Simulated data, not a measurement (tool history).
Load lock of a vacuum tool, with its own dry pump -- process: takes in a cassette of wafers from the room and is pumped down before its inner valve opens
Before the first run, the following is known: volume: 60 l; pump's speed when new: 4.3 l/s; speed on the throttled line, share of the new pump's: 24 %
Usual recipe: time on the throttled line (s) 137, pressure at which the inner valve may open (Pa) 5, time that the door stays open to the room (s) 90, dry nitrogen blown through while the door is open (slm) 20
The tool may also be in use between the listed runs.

run     day  time on the throttled line (s)  pressure at which the inner valve may open (Pa)  time that the door stays open to the room (s)  dry nitrogen blown through while the door is open (slm)  incoming humidity of the room's air, %  time from the closed door until the inner valve may open (s)  rise of the pressure with all valves shut (Pa/min)
  1       0                             137                                                5                                             90                                                       20                                    44.7                                                         247.1                                               0.086
  2   3.383                             137                                               10                                             90                                                       20                                    46.2                                                         239.6                                               0.093
  3    5.65                             137                                               10                                             90                                                       20                                    45.8                                                         240.3                                               0.096
  4   7.562                             137                                                5                                             90                                                       20                                    45.8                                                         250.3                                               0.096
  5      10                             137                                                5                                             90                                                       20                                    43.1                                                         247.8                                               0.087
  6  14.167                             137                                                5                                             90                                                       20                                    43.2                                                         251.2                                               0.095
  7  17.567                             137                                                5                                             90                                                       20                                    42.1                                                         248.8                                               0.089
  8  19.646                             137                                                5                                             90                                                       20                                    46.6                                                         248.4                                               0.101
  9  23.738                              72                                                5                                             90                                                       20                                    44.1                                                         199.4                                               0.102
 10  27.662                              72                                                5                                             90                                                       20                                      45                                                         201.9                                               0.099
 11  31.292                              72                                                5                                             90                                                       20                                    45.6                                                         198.7                                                 0.1
 12  35.362                              72                                                5                                             90                                                       10                                    46.8                                                           201                                               0.117
 13  39.396                             137                                                5                                            198                                                       20                                    46.3                                                         251.9                                               0.122
 14  41.354                             137                                                5                                            198                                                       20                                    43.1                                                         252.9                                               0.121
 15  43.329                             137                                                7                                            198                                                       30                                    47.8                                                           248                                                0.12
 16  45.054                             137                                                7                                            106                                                       30                                    43.7                                                         248.9                                               0.099
 17  46.767                              83                                                5                                             50                                                        4                                    48.8                                                         208.4                                               0.111
 18  49.279                              83                                                5                                             50                                                        4                                    45.4                                                         212.3                                               0.111
 19  52.996                              87                                                7                                             38                                                       23                                    44.1                                                         207.8                                               0.087
 20  55.067                             109                                                5                                             29                                                        9                                    44.9                                                         230.6                                               0.101
 21  57.175                             109                                                5                                             29                                                        9                                    47.4                                                         229.5                                               0.107
 22  60.217                             109                                                4                                             43                                                       33                                    46.7                                                         237.2                                               0.093
 23  64.375                             109                                                7                                             43                                                       33                                    44.5                                                         225.6                                               0.088

Predict each of these 3 candidate next runs independently; none follows another, all start after run 23:
  A  66.158                             109                                                7                                             67                                                       11                                    43.5                                                             ?                                                   ?
  B  66.158                             109                                                5                                             43                                                        6                                    44.8                                                             ?                                                   ?
  C  66.158                             137                                                5                                             90                                                        5                                    48.6                                                             ?                                                   ?

run  time from the closed door until the inner valve may open (s)  rise of the pressure with all valves shut (Pa/min)
  A                                                         225.3                                               0.114
  B                                                         231.7                                               0.116
  C                                                         251.9                                               0.143
With the hidden condition removed and each run's random variation left untouched, the same runs would have given:
run  time from the closed door until the inner valve may open (s)  rise of the pressure with all valves shut (Pa/min)
  A                                                         218.2                                               0.038
  B                                                         224.5                                                0.04
  C                                                         244.9                                               0.068
